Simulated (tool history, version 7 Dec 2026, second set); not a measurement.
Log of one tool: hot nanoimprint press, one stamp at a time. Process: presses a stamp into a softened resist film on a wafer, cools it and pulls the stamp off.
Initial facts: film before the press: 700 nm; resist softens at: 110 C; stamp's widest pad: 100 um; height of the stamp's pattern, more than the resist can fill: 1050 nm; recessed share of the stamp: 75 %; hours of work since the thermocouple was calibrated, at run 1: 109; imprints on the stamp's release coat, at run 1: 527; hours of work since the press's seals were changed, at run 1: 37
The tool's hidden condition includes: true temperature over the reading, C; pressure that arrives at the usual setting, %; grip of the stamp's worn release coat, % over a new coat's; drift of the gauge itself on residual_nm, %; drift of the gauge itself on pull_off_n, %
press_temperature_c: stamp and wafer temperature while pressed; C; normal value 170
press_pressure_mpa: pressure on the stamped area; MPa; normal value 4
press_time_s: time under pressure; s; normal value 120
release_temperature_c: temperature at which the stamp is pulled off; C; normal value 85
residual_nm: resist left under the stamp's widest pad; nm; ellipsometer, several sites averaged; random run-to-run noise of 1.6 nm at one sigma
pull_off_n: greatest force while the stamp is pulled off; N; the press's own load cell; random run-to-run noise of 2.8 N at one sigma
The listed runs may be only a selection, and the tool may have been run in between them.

| run | hour | press_temperature_c | press_pressure_mpa | press_time_s | release_temperature_c | hours of work since the thermocouple was calibrated | imprints on the stamp's release coat | hours of work since the press's seals were changed | residual_nm | pull_off_n |
|---|---|---|---|---|---|---|---|---|---|---|
| 1 | 0 | 170 | 4 | 120 | 85 | 109 | 527 | 37 | 245.6 | 195 |
| 2 | 17.2 | 170 | 4 | 120 | 85 | 118 | 578 | 46 | 244.7 | 196 |
| 3 | 31 | 170 | 4 | 120 | 85 | 126 | 620 | 53 | 244.9 | 195 |
| 4 | 45 | 170 | 4 | 120 | 85 | 133 | 662 | 61 | 243.2 | 198 |
| 5 | 55.9 | 170 | 6.07 | 120 | 85 | 139 | 695 | 67 | 198.7 | 202 |
| 6 | 71.8 | 170 | 6.07 | 120 | 85 | 148 | 743 | 76 | 199.9 | 211 |
| 7 | 83.4 | 170 | 6.07 | 206 | 85 | 154 | 778 | 82 | 158.3 | 203 |
| 8 | 93.4 | 170 | 6.07 | 206 | 85 | 160 | 808 | 88 | 155.9 | 210 |
|  | 113.9 | stamp cleaned and given a new release coat |
| 9 | 113.9 | 170 | 6.07 | 206 | 85 | 168 | 0 | 96 | 156.2 | 175 |
| 10 | 130.8 | 170 | 4 | 120 | 85 | 177 | 51 | 105 | 241.8 | 170 |
| 11 | 138.9 | 170 | 4 | 120 | 85 | 181 | 75 | 109 | 241.6 | 176 |
| 12 | 154.1 | 170 | 4 | 120 | 85 | 190 | 121 | 117 | 241.2 | 173 |
| 13 | 162.3 | 170 | 4 | 120 | 85 | 194 | 145 | 122 | 240.7 | 175 |
| 14 | 170.9 | 170 | 4 | 120 | 85 | 199 | 171 | 127 | 242.1 | 176 |
| 15 | 180.6 | 170 | 4 | 120 | 85 | 204 | 201 | 132 | 239.4 | 179 |
| 16 | 189.2 | 170 | 4 | 82 | 70 | 209 | 226 | 137 | 283.6 | 219 |
| 17 | 205.7 | 170 | 4 | 82 | 76 | 218 | 276 | 146 | 281.5 | 205 |
| 18 | 215.7 | 177 | 4.27 | 158 | 71 | 223 | 306 | 151 | 147.8 | 216 |
| 19 | 228.5 | 177 | 4.27 | 158 | 71 | 230 | 345 | 158 | 147.3 | 218 |
| 20 | 237.6 | 161 | 4 | 125 | 84 | 235 | 372 | 163 | 359.3 | 190 |
| 21 | 255 | 161 | 4.74 | 125 | 92 | 245 | 424 | 173 | 333.8 | 175 |
| 22 | 273.2 | 161 | 4.74 | 125 | 92 | 255 | 479 | 182 | 336.2 | 179 |
| 23 | 281.2 | 179 | 4 | 172 | 85 | 259 | 503 | 187 | 133.5 | 197 |
| 24 | 299.5 | 158 | 2.57 | 74 | 85 | 269 | 558 | 197 | 530.7 | 194 |
| 25 | 310.3 | 175 | 2.57 | 207 | 85 | 275 | 590 | 203 | 182.4 | 199 |
| 26 | 323.9 | 169 | 3.72 | 120 | 85 | 282 | 631 | 210 | 256.6 | 201 |
| 27 | 335.8 | 176 | 2.43 | 68 | 85 | 289 | 667 | 217 | 288.9 | 194 |
| 28 | 350.6 | 166 | 5.26 | 68 | 85 | 297 | 711 | 225 | 314.9 | 201 |
| 29 | 370.1 | 162 | 4 | 140 | 85 | 308 | 770 | 235 | 323.8 | 209 |
| 30 | 378.3 | 163 | 3.29 | 113 | 85 | 312 | 795 | 240 | 362.4 | 201 |

4 options for the next run, each taken on its own from the tool as it stands now. Forecast them:
| A | 389.2 | 163 | 3.29 | 213 | 72 | 318 | 827 | 246 | ? | ? |
| B | 389.2 | 171 | 3.96 | 113 | 74 | 318 | 827 | 246 | ? | ? |
| C | 389.2 | 163 | 5.42 | 113 | 85 | 318 | 827 | 246 | ? | ? |
| D | 389.2 | 159 | 4 | 120 | 93 | 318 | 827 | 246 | ? | ? |

| run | residual_nm | pull_off_n |
|---|---|---|
| A | 281.8 | 241 |
| B | 231.1 | 231 |
| C | 294.5 | 206 |
| D | 389.1 | 189 |
Stripped of hidden state, with their random variation kept, the same runs would have yielded:
| run | residual_nm | pull_off_n |
|---|---|---|
| A | 301.1 | 202 |
| B | 245.6 | 194 |
| C | 313.5 | 174 |
| D | 411.9 | 159 |
